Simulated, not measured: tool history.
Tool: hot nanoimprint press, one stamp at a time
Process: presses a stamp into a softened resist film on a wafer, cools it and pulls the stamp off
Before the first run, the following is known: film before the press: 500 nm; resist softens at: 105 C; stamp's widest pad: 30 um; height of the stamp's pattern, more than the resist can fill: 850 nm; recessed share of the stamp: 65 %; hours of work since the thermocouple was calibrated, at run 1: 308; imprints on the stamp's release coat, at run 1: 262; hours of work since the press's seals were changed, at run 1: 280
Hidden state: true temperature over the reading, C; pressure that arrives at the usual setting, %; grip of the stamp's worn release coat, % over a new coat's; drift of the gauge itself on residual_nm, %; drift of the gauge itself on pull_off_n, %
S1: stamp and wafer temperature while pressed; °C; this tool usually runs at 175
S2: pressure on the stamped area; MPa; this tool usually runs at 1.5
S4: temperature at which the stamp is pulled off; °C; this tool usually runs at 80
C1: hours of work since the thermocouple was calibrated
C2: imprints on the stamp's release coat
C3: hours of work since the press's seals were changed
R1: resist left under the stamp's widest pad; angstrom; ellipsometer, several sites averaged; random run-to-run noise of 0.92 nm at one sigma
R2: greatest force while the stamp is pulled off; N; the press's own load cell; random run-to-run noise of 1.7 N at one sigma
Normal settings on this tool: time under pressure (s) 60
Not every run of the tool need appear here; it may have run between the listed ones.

run 1 hour=0 | S1=175 S2=1.5 time_under_pressure_(s)=60 S4=80 | C1=308 C2=262 C3=280 | R1=1732 R2=187
run 2 hour=15 | S1=175 S2=1.5 time_under_pressure_(s)=59 S4=80 | C1=315 C2=292 C3=287 | R1=1729 R2=190
-- hour=26 plate thermocouple calibrated
run 3 hour=28.9 | S1=175 S2=1.5 time_under_pressure_(s)=87 S4=80 | C1=1 C2=313 C3=292 | R1=1568 R2=193
run 4 hour=40.1 | S1=175 S2=1.5 time_under_pressure_(s)=87 S4=80 | C1=6 C2=335 C3=297 | R1=1578 R2=191
run 5 hour=52.7 | S1=175 S2=1.5 time_under_pressure_(s)=60 S4=80 | C1=12 C2=360 C3=302 | R1=1826 R2=198
run 6 hour=74.4 | S1=175 S2=1.5 time_under_pressure_(s)=60 S4=80 | C1=21 C2=402 C3=311 | R1=1828 R2=198
run 7 hour=88.9 | S1=175 S2=1.5 time_under_pressure_(s)=60 S4=80 | C1=27 C2=431 C3=318 | R1=1811 R2=197
run 8 hour=107.3 | S1=175 S2=1.56 time_under_pressure_(s)=60 S4=80 | C1=35 C2=467 C3=326 | R1=1781 R2=197
run 9 hour=118.6 | S1=175 S2=1.56 time_under_pressure_(s)=60 S4=80 | C1=40 C2=489 C3=331 | R1=1771 R2=198
run 10 hour=140 | S1=175 S2=1.5 time_under_pressure_(s)=60 S4=80 | C1=50 C2=531 C3=340 | R1=1815 R2=199
run 11 hour=152.8 | S1=175 S2=1.5 time_under_pressure_(s)=85 S4=80 | C1=55 C2=556 C3=346 | R1=1581 R2=195
run 12 hour=171.4 | S1=172 S2=1.5 time_under_pressure_(s)=60 S4=80 | C1=63 C2=593 C3=354 | R1=2118 R2=198
run 13 hour=194.8 | S1=172 S2=1.5 time_under_pressure_(s)=60 S4=80 | C1=73 C2=639 C3=364 | R1=2079 R2=198
-- hour=204.1 stamp cleaned and given a new release coat
run 14 hour=222.9 | S1=172 S2=1.5 time_under_pressure_(s)=60 S4=80 | C1=83 C2=37 C3=373 | R1=2102 R2=186
run 15 hour=242.5 | S1=172 S2=1.5 time_under_pressure_(s)=60 S4=80 | C1=91 C2=76 C3=382 | R1=2085 R2=190
run 16 hour=264.7 | S1=167 S2=1.31 time_under_pressure_(s)=60 S4=73 | C1=101 C2=119 C3=392 | R1=2811 R2=215
run 17 hour=277.4 | S1=175 S2=1.35 time_under_pressure_(s)=60 S4=79 | C1=107 C2=144 C3=397 | R1=1908 R2=194
run 18 hour=290.2 | S1=175 S2=2.35 time_under_pressure_(s)=60 S4=80 | C1=112 C2=169 C3=403 | R1=1436 R2=193
run 19 hour=308.7 | S1=175 S2=2.35 time_under_pressure_(s)=60 S4=80 | C1=120 C2=205 C3=411 | R1=1443 R2=189

Here are 3 independent what-if runs from the current tool condition. What would each one return?
run A hour=326.1 | S1=164 S2=1.5 time_under_pressure_(s)=114 S4=80 | C1=128 C2=240 C3=418 | R1=? R2=?
run B hour=326.1 | S1=175 S2=1.83 time_under_pressure_(s)=60 S4=74 | C1=128 C2=240 C3=418 | R1=? R2=?
run C hour=326.1 | S1=172 S2=2.35 time_under_pressure_(s)=60 S4=80 | C1=128 C2=240 C3=418 | R1=? R2=?

run=A R1=2462 R2=191
run=B R1=1632 R2=218
run=C R1=1680 R2=194
With no hidden state in the tool, these same runs would have given:
run=A R1=2488 R2=188
run=B R1=1639 R2=214
run=C R1=1680 R2=191
